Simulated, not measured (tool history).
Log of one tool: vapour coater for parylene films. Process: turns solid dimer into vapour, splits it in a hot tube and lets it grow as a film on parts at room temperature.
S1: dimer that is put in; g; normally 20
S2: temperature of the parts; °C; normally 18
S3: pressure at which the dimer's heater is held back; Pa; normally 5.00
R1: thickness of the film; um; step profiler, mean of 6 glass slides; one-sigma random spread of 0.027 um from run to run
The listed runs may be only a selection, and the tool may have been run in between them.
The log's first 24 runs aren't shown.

run	hour	S1	S2	S3	R1
25	859.9	20	14	2.49	4.54
26	897.5	20	14	2.49	4.52
27	925.2	20	14	2.49	4.55
28	955.4	20	14	2.49	4.55
29	998.0	20	14	2.49	4.53
30	1040.8	22	18	2.62	4.46
# hour 1082.1: trap's valve overhauled
31	1087.7	22	18	8.19	3.48
32	1127.5	12	15	3.66	2.42
33	1156.9	12	15	3.66	2.46

Run 34 is up next; what results do you expect?
34	1181.2	20	22	5.00	?

R1: 3.20 um
On a tool with no hidden condition, and with the same random variation, this run would have come out at R1 3.20 um.

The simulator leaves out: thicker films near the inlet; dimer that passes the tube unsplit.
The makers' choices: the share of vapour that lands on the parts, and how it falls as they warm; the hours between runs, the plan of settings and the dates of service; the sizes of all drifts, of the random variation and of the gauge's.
